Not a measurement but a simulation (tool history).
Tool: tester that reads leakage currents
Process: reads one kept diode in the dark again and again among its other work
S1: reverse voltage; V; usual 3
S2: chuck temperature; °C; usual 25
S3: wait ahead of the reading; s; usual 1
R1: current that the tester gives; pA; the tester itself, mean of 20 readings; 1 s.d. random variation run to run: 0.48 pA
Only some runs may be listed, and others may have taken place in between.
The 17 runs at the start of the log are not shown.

{"run": 18, "hour": 1376.2, "S1": 3, "S2": 35, "S3": 1, "R1": 593}
{"run": 19, "hour": 1430.8, "S1": 3, "S2": 35, "S3": 1, "R1": 594.36}
{"run": 20, "hour": 1533.6, "S1": 3, "S2": 35, "S3": 1, "R1": 598.71}
{"run": 21, "hour": 1587.4, "S1": 3, "S2": 35, "S3": 1, "R1": 602.57}
{"hour": 1612.5, "done": "chuck's temperature calibrated, once more"}
{"run": 22, "hour": 1677.1, "S1": 19.75, "S2": 50, "S3": 2.73, "R1": 2774.35}
{"run": 23, "hour": 1762.3, "S1": 4.27, "S2": 25, "S3": 1.58, "R1": 187.8}
{"run": 24, "hour": 1822.2, "S1": 4.27, "S2": 25, "S3": 1.58, "R1": 190.16}
{"run": 25, "hour": 1869.2, "S1": 5.96, "S2": 46, "S3": 1.69, "R1": 1340.09}
{"run": 26, "hour": 1938.0, "S1": 2.69, "S2": 60, "S3": 0.47, "R1": 3083.98}
{"run": 27, "hour": 2038.9, "S1": 18.46, "S2": 30, "S3": 1.95, "R1": 526.49}
{"run": 28, "hour": 2105.9, "S1": 2.17, "S2": 53, "S3": 0.63, "R1": 1666.5}
{"run": 29, "hour": 2211.1, "S1": 3.03, "S2": 48, "S3": 0.63, "R1": 1269.31}
{"run": 30, "hour": 2262.5, "S1": 4.34, "S2": 31, "S3": 1, "R1": 339.63}
{"run": 31, "hour": 2347.2, "S1": 4.34, "S2": 31, "S3": 1, "R1": 344.25}
{"run": 32, "hour": 2442.5, "S1": 4.34, "S2": 31, "S3": 1, "R1": 344.72}
{"run": 33, "hour": 2534.8, "S1": 4.34, "S2": 31, "S3": 1, "R1": 349.22}
{"run": 34, "hour": 2606.9, "S1": 3, "S2": 28, "S3": 6.04, "R1": 233.75}
{"run": 35, "hour": 2657.1, "S1": 3, "S2": 55, "S3": 2.87, "R1": 2266.65}
{"run": 36, "hour": 2759.6, "S1": 3, "S2": 55, "S3": 2.87, "R1": 2298.75}
{"run": 37, "hour": 2816.8, "S1": 3.94, "S2": 21, "S3": 6.82, "R1": 138.38}
{"run": 38, "hour": 2874.8, "S1": 3.94, "S2": 21, "S3": 6.82, "R1": 139.54}
{"run": 39, "hour": 2963.0, "S1": 3.94, "S2": 28, "S3": 1.53, "R1": 265.93}
{"run": 40, "hour": 3029.3, "S1": 1.48, "S2": 28, "S3": 1.53, "R1": 187.8}

Forecast each of these 3 alternatives for the next run:
{"hour": 3100.1, "done": "tester calibrated"}
{"run": "A", "hour": 3114.6, "S1": 4.31, "S2": 36, "S3": 2.24, "R1": "?"}
{"hour": 3100.1, "done": "tester calibrated"}
{"run": "B", "hour": 3114.6, "S1": 5.11, "S2": 25, "S3": 5.13, "R1": "?"}
{"hour": 3100.1, "done": "tester calibrated"}
{"run": "C", "hour": 3114.6, "S1": 1.48, "S2": 28, "S3": 0.32, "R1": "?"}

run=A R1=560.62
run=B R1=226.24
run=C R1=187.76
What these runs would have given with no unlogged condition in the tool:
run=A R1=494.02
run=B R1=191.7
run=C R1=164.57
